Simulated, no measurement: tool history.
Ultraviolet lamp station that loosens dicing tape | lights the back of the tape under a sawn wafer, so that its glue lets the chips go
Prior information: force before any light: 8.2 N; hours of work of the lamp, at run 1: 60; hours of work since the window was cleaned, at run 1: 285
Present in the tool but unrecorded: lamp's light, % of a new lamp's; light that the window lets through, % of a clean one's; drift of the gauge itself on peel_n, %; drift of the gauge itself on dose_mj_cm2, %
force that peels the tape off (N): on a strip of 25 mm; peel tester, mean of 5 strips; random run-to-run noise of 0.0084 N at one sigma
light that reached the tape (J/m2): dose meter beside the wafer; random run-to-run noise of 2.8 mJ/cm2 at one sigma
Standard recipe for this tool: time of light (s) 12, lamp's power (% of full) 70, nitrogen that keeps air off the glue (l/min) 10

run	hour	time of light (s)	lamp's power (% of full)	nitrogen that keeps air off the glue (l/min)	hours of work of the lamp	hours of work since the window was cleaned	force that peels the tape off (N)	light that reached the tape (J/m2)
1	0.0	12	70	10	60	285	0.380	3640
2	32.4	12	70	10	83	307	0.409	3550
3	61.7	12	70	10	103	327	0.407	3540
4	125.5	12	70	4	146	371	0.639	3430
5	174.0	12	70	10	180	404	0.428	3370
6	231.1	12	70	10	219	443	0.479	3330
# hour 266.3: window cleaned of glue's vapour
7	289.2	12	70	10	258	16	0.509	3170
8	327.5	12	76	10	284	42	0.453	3400
9	390.3	12	76	10	327	85	0.473	3320
10	422.7	12	76	10	350	107	0.488	3270
11	463.6	12	76	10	378	135	0.503	3200
12	510.4	12	76	10	410	167	0.522	3150
13	551.0	12	70	10	438	195	0.622	2840
# hour 572.9: window cleaned of glue's vapour, once more
14	588.2	12	70	10	463	10	0.489	3170
15	652.2	12	70	10	507	54	0.534	3100
16	713.1	6	70	10	548	96	1.931	1480
17	780.8	6	70	10	595	142	1.967	1450
# hour 806.2: lamp changed
18	840.8	6	70	10	24	183	1.369	1880
19	894.8	6	87	5	61	220	1.275	2290
20	948.0	12	71	17	97	256	0.345	3600
21	996.5	20	71	17	130	290	0.223	5990
22	1036.4	8	70	8	158	317	1.036	2320
23	1079.9	6	89	3	188	347	1.723	2180
24	1143.2	11	89	3	231	390	0.594	3810
25	1190.6	7	61	4	263	423	2.228	1650
26	1237.4	7	61	4	295	455	2.322	1620
# hour 1255.9: window cleaned of glue's vapour
27	1294.5	7	61	4	334	26	2.153	1730
28	1351.1	23	93	3	373	65	0.219	8410
29	1411.2	6	70	19	414	106	1.407	1590
30	1463.2	6	70	19	450	142	1.486	1550
31	1497.2	14	70	3	473	165	0.692	3590
32	1558.7	23	67	19	515	207	0.215	5430
33	1601.4	23	97	5	545	237	0.215	7740
34	1654.9	19	91	10	581	273	0.225	5950

A few steps of force that peels the tape off (N) between consecutive runs. Split each: what settings, incoming material and random variation would produce without the hidden state, and what is left over for the hidden state, along with gauge scatter present in only one of the two compared results (measured, and without hidden state):
Run 15 -> 16: time of light (s) 12 -> 6. force that peels the tape off (N) +1.397: hidden state +0.471, all else +0.926.
Run 17 -> 18: lamp changed. force that peels the tape off (N) -0.598: hidden state -0.620, all else +0.022.
Run 24 -> 25: time of light (s) 11 -> 7, lamp's power (% of full) 89 -> 61, nitrogen that keeps air off the glue (l/min) 3 -> 4. force that peels the tape off (N) +1.634: hidden state +0.354, all else +1.280.
Run 27 -> 28: time of light (s) 7 -> 23, lamp's power (% of full) 61 -> 93, nitrogen that keeps air off the glue (l/min) 4 -> 3. force that peels the tape off (N) -1.934: hidden state -0.411, all else -1.523.
